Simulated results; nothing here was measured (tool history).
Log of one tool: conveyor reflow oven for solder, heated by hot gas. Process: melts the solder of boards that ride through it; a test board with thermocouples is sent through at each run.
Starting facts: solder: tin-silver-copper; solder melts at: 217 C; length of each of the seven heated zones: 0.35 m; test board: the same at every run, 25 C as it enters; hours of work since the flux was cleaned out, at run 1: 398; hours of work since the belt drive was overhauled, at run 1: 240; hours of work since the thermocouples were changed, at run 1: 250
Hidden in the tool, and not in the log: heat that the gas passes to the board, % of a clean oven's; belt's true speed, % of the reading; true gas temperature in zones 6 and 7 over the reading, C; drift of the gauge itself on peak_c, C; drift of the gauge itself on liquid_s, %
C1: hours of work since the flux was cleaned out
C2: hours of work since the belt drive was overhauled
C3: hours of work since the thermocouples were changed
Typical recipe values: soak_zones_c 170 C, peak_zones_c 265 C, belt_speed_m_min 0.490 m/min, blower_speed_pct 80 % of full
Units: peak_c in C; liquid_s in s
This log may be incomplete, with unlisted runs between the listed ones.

{"run": 1, "hour": 0.0, "soak_zones_c": 170, "peak_zones_c": 265, "belt_speed_m_min": 0.49, "blower_speed_pct": 80, "C1": 398, "C2": 240, "C3": 250, "peak_c": 254.0, "liquid_s": 65.7}
{"run": 2, "hour": 11.7, "soak_zones_c": 170, "peak_zones_c": 265, "belt_speed_m_min": 0.49, "blower_speed_pct": 80, "C1": 407, "C2": 249, "C3": 259, "peak_c": 253.9, "liquid_s": 65.6}
{"run": 3, "hour": 17.7, "soak_zones_c": 170, "peak_zones_c": 265, "belt_speed_m_min": 0.49, "blower_speed_pct": 80, "C1": 412, "C2": 254, "C3": 264, "peak_c": 254.1, "liquid_s": 65.5}
{"run": 4, "hour": 28.2, "soak_zones_c": 170, "peak_zones_c": 265, "belt_speed_m_min": 0.49, "blower_speed_pct": 80, "C1": 420, "C2": 262, "C3": 272, "peak_c": 253.9, "liquid_s": 65.6}
{"run": 5, "hour": 34.0, "soak_zones_c": 170, "peak_zones_c": 265, "belt_speed_m_min": 0.49, "blower_speed_pct": 80, "C1": 424, "C2": 267, "C3": 277, "peak_c": 254.1, "liquid_s": 65.8}
{"run": 6, "hour": 41.1, "soak_zones_c": 158, "peak_zones_c": 265, "belt_speed_m_min": 0.49, "blower_speed_pct": 80, "C1": 430, "C2": 272, "C3": 282, "peak_c": 252.8, "liquid_s": 60.5}
{"run": 7, "hour": 52.8, "soak_zones_c": 170, "peak_zones_c": 265, "belt_speed_m_min": 0.493, "blower_speed_pct": 80, "C1": 439, "C2": 281, "C3": 292, "peak_c": 254.0, "liquid_s": 65.3}
{"run": 8, "hour": 62.8, "soak_zones_c": 161, "peak_zones_c": 265, "belt_speed_m_min": 0.49, "blower_speed_pct": 80, "C1": 447, "C2": 289, "C3": 300, "peak_c": 252.6, "liquid_s": 61.7}
{"run": 9, "hour": 67.8, "soak_zones_c": 161, "peak_zones_c": 265, "belt_speed_m_min": 0.49, "blower_speed_pct": 80, "C1": 451, "C2": 293, "C3": 304, "peak_c": 252.8, "liquid_s": 61.7}
{"run": 10, "hour": 79.6, "soak_zones_c": 161, "peak_zones_c": 265, "belt_speed_m_min": 0.49, "blower_speed_pct": 80, "C1": 460, "C2": 303, "C3": 313, "peak_c": 252.7, "liquid_s": 61.6}
{"run": 11, "hour": 91.2, "soak_zones_c": 161, "peak_zones_c": 265, "belt_speed_m_min": 0.49, "blower_speed_pct": 80, "C1": 470, "C2": 312, "C3": 322, "peak_c": 252.8, "liquid_s": 61.8}
{"run": 12, "hour": 99.5, "soak_zones_c": 161, "peak_zones_c": 265, "belt_speed_m_min": 0.49, "blower_speed_pct": 80, "C1": 476, "C2": 318, "C3": 329, "peak_c": 252.8, "liquid_s": 61.7}
{"run": 13, "hour": 107.0, "soak_zones_c": 161, "peak_zones_c": 265, "belt_speed_m_min": 0.49, "blower_speed_pct": 80, "C1": 482, "C2": 324, "C3": 335, "peak_c": 252.8, "liquid_s": 61.9}
{"run": 14, "hour": 114.8, "soak_zones_c": 161, "peak_zones_c": 265, "belt_speed_m_min": 0.49, "blower_speed_pct": 80, "C1": 488, "C2": 331, "C3": 341, "peak_c": 252.6, "liquid_s": 61.9}
{"hour": 124.8, "done": "flux residue cleaned out of gas plates and filters"}
{"run": 15, "hour": 127.6, "soak_zones_c": 161, "peak_zones_c": 265, "belt_speed_m_min": 0.49, "blower_speed_pct": 80, "C1": 2, "C2": 337, "C3": 347, "peak_c": 254.9, "liquid_s": 63.9}
{"run": 16, "hour": 139.1, "soak_zones_c": 159, "peak_zones_c": 265, "belt_speed_m_min": 0.537, "blower_speed_pct": 76, "C1": 11, "C2": 346, "C3": 356, "peak_c": 251.1, "liquid_s": 53.8}
{"run": 17, "hour": 145.4, "soak_zones_c": 170, "peak_zones_c": 265, "belt_speed_m_min": 0.531, "blower_speed_pct": 67, "C1": 16, "C2": 351, "C3": 361, "peak_c": 251.1, "liquid_s": 57.6}
{"run": 18, "hour": 154.8, "soak_zones_c": 170, "peak_zones_c": 260, "belt_speed_m_min": 0.531, "blower_speed_pct": 74, "C1": 24, "C2": 358, "C3": 368, "peak_c": 248.2, "liquid_s": 56.0}
{"run": 19, "hour": 163.7, "soak_zones_c": 169, "peak_zones_c": 271, "belt_speed_m_min": 0.435, "blower_speed_pct": 77, "C1": 31, "C2": 365, "C3": 375, "peak_c": 263.7, "liquid_s": 81.8}
{"run": 20, "hour": 174.3, "soak_zones_c": 169, "peak_zones_c": 271, "belt_speed_m_min": 0.435, "blower_speed_pct": 77, "C1": 39, "C2": 374, "C3": 384, "peak_c": 263.6, "liquid_s": 81.7}
{"run": 21, "hour": 180.6, "soak_zones_c": 166, "peak_zones_c": 279, "belt_speed_m_min": 0.49, "blower_speed_pct": 80, "C1": 44, "C2": 379, "C3": 389, "peak_c": 268.4, "liquid_s": 73.6}
{"run": 22, "hour": 189.2, "soak_zones_c": 166, "peak_zones_c": 279, "belt_speed_m_min": 0.49, "blower_speed_pct": 80, "C1": 51, "C2": 385, "C3": 396, "peak_c": 268.6, "liquid_s": 73.4}
{"run": 23, "hour": 199.2, "soak_zones_c": 166, "peak_zones_c": 279, "belt_speed_m_min": 0.394, "blower_speed_pct": 80, "C1": 59, "C2": 393, "C3": 404, "peak_c": 273.5, "liquid_s": 95.7}
{"run": 24, "hour": 204.6, "soak_zones_c": 170, "peak_zones_c": 265, "belt_speed_m_min": 0.419, "blower_speed_pct": 80, "C1": 63, "C2": 398, "C3": 408, "peak_c": 259.0, "liquid_s": 83.2}
{"run": 25, "hour": 215.3, "soak_zones_c": 161, "peak_zones_c": 265, "belt_speed_m_min": 0.49, "blower_speed_pct": 80, "C1": 72, "C2": 406, "C3": 416, "peak_c": 254.9, "liquid_s": 63.9}
{"run": 26, "hour": 224.2, "soak_zones_c": 156, "peak_zones_c": 269, "belt_speed_m_min": 0.49, "blower_speed_pct": 80, "C1": 79, "C2": 413, "C3": 423, "peak_c": 257.8, "liquid_s": 64.4}
{"run": 27, "hour": 229.0, "soak_zones_c": 170, "peak_zones_c": 271, "belt_speed_m_min": 0.392, "blower_speed_pct": 80, "C1": 82, "C2": 417, "C3": 427, "peak_c": 266.2, "liquid_s": 94.0}
{"run": 28, "hour": 238.8, "soak_zones_c": 170, "peak_zones_c": 273, "belt_speed_m_min": 0.393, "blower_speed_pct": 60, "C1": 90, "C2": 425, "C3": 435, "peak_c": 264.9, "liquid_s": 91.6}
{"run": 29, "hour": 248.9, "soak_zones_c": 170, "peak_zones_c": 273, "belt_speed_m_min": 0.393, "blower_speed_pct": 60, "C1": 98, "C2": 433, "C3": 443, "peak_c": 264.9, "liquid_s": 91.7}
{"run": 30, "hour": 259.6, "soak_zones_c": 170, "peak_zones_c": 273, "belt_speed_m_min": 0.49, "blower_speed_pct": 80, "C1": 107, "C2": 441, "C3": 451, "peak_c": 263.1, "liquid_s": 72.0}

Hidden state at the last listed run before each entry between runs and at the first one after, where it differs:
Logged between run 14 and run 15: flux residue cleaned out of gas plates and filters (hour 124.8)
  heat that the gas passes to the board, % of a clean oven's: 90.2 -> 99.8; belt's true speed, % of the reading: 99.65 -> 99.64; true gas temperature in zones 6 and 7 over the reading, C: 0.61 -> 0.62
  measured result minus the result with no hidden state, peak_c: -1.5 -> +0.6 C; liquid_s: -1.7 -> +0.6 s
